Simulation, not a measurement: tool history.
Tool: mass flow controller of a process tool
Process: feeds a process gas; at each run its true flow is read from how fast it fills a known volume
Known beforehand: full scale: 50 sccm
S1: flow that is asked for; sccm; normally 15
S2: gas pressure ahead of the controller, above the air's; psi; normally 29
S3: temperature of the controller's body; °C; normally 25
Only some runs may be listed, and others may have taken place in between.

run 1 hour=0 | S1=15 S2=29 S3=25 | true_flow_(%)=99.04
run 2 hour=72.9 | S1=15 S2=29 S3=25 | true_flow_(%)=98.97
run 3 hour=144.8 | S1=15 S2=29 S3=25 | true_flow_(%)=98.87
run 4 hour=197.3 | S1=10 S2=29 S3=25 | true_flow_(%)=98.69
run 5 hour=262.8 | S1=10 S2=29 S3=25 | true_flow_(%)=98.89
run 6 hour=342.7 | S1=10 S2=29 S3=25 | true_flow_(%)=98.9
run 7 hour=395.6 | S1=10 S2=29 S3=25 | true_flow_(%)=98.94
run 8 hour=497.3 | S1=15 S2=29 S3=20 | true_flow_(%)=98.87
run 9 hour=584.3 | S1=15 S2=29 S3=20 | true_flow_(%)=98.88
run 10 hour=672.8 | S1=15 S2=29 S3=23 | true_flow_(%)=99
run 11 hour=737.6 | S1=15 S2=29 S3=25 | true_flow_(%)=99.06
run 12 hour=842.6 | S1=15 S2=29 S3=25 | true_flow_(%)=99.29
run 13 hour=926.2 | S1=15 S2=29 S3=33 | true_flow_(%)=99.6
run 14 hour=1024.1 | S1=15 S2=29 S3=20 | true_flow_(%)=99.01
run 15 hour=1083.6 | S1=8 S2=29 S3=20 | true_flow_(%)=99.07
run 16 hour=1144.1 | S1=8 S2=29 S3=20 | true_flow_(%)=99.12
run 17 hour=1246.6 | S1=15 S2=29 S3=22 | true_flow_(%)=99.09
run 18 hour=1316.8 | S1=15 S2=29 S3=22 | true_flow_(%)=98.97
run 19 hour=1364.7 | S1=15 S2=29 S3=25 | true_flow_(%)=99.19
-- hour=1369.9 controller's zero set anew
run 20 hour=1419.8 | S1=15 S2=29 S3=25 | true_flow_(%)=99.55
run 21 hour=1487.6 | S1=15 S2=29 S3=25 | true_flow_(%)=99.54
run 22 hour=1559.3 | S1=15 S2=29 S3=23 | true_flow_(%)=99.36
run 23 hour=1634.7 | S1=15 S2=29 S3=21 | true_flow_(%)=99.42
run 24 hour=1723.5 | S1=15 S2=29 S3=21 | true_flow_(%)=99.44
-- hour=1744.8 controller's zero set anew, once more
run 25 hour=1789.3 | S1=10 S2=29 S3=25 | true_flow_(%)=99.13
run 26 hour=1849.1 | S1=6 S2=29.2 S3=25 | true_flow_(%)=99.22
run 27 hour=1940.1 | S1=26 S2=26 S3=27 | true_flow_(%)=99.57
run 28 hour=2043.5 | S1=15 S2=27.4 S3=27 | true_flow_(%)=99.5
run 29 hour=2111.2 | S1=5 S2=26.7 S3=23 | true_flow_(%)=99.28
run 30 hour=2166.5 | S1=6 S2=39.3 S3=37 | true_flow_(%)=99.32
run 31 hour=2234.9 | S1=7 S2=31.6 S3=28 | true_flow_(%)=99.33
run 32 hour=2336.5 | S1=45 S2=28 S3=29 | true_flow_(%)=100.28
run 33 hour=2435.1 | S1=14 S2=28 S3=29 | true_flow_(%)=99.46
run 34 hour=2504.6 | S1=35 S2=39.6 S3=22 | true_flow_(%)=99.58
run 35 hour=2582.2 | S1=35 S2=39.6 S3=22 | true_flow_(%)=99.46
run 36 hour=2639 | S1=15 S2=34.1 S3=24 | true_flow_(%)=99.29
run 37 hour=2723 | S1=15 S2=34.1 S3=24 | true_flow_(%)=99.22
run 38 hour=2790.7 | S1=15 S2=21.3 S3=20 | true_flow_(%)=99.46
run 39 hour=2852.8 | S1=10 S2=35.1 S3=36 | true_flow_(%)=99.51

Consider 4 possible next runs. They are alternatives, not a sequence: every one starts from the tool as it was left by run 39. What does each give?
run A hour=2959.7 | S1=10 S2=35.1 S3=25 | true_flow_(%)=?
run B hour=2959.7 | S1=11 S2=29 S3=25 | true_flow_(%)=?
run C hour=2959.7 | S1=16 S2=29 S3=36 | true_flow_(%)=?
run D hour=2959.7 | S1=15 S2=34.4 S3=22 | true_flow_(%)=?

run=A true_flow_(%)=99.28
run=B true_flow_(%)=99.31
run=C true_flow_(%)=99.76
run=D true_flow_(%)=99.19
What these runs would have given with no unlogged condition in the tool:
run=A true_flow_(%)=98.54
run=B true_flow_(%)=98.61
run=C true_flow_(%)=99.18
run=D true_flow_(%)=98.59
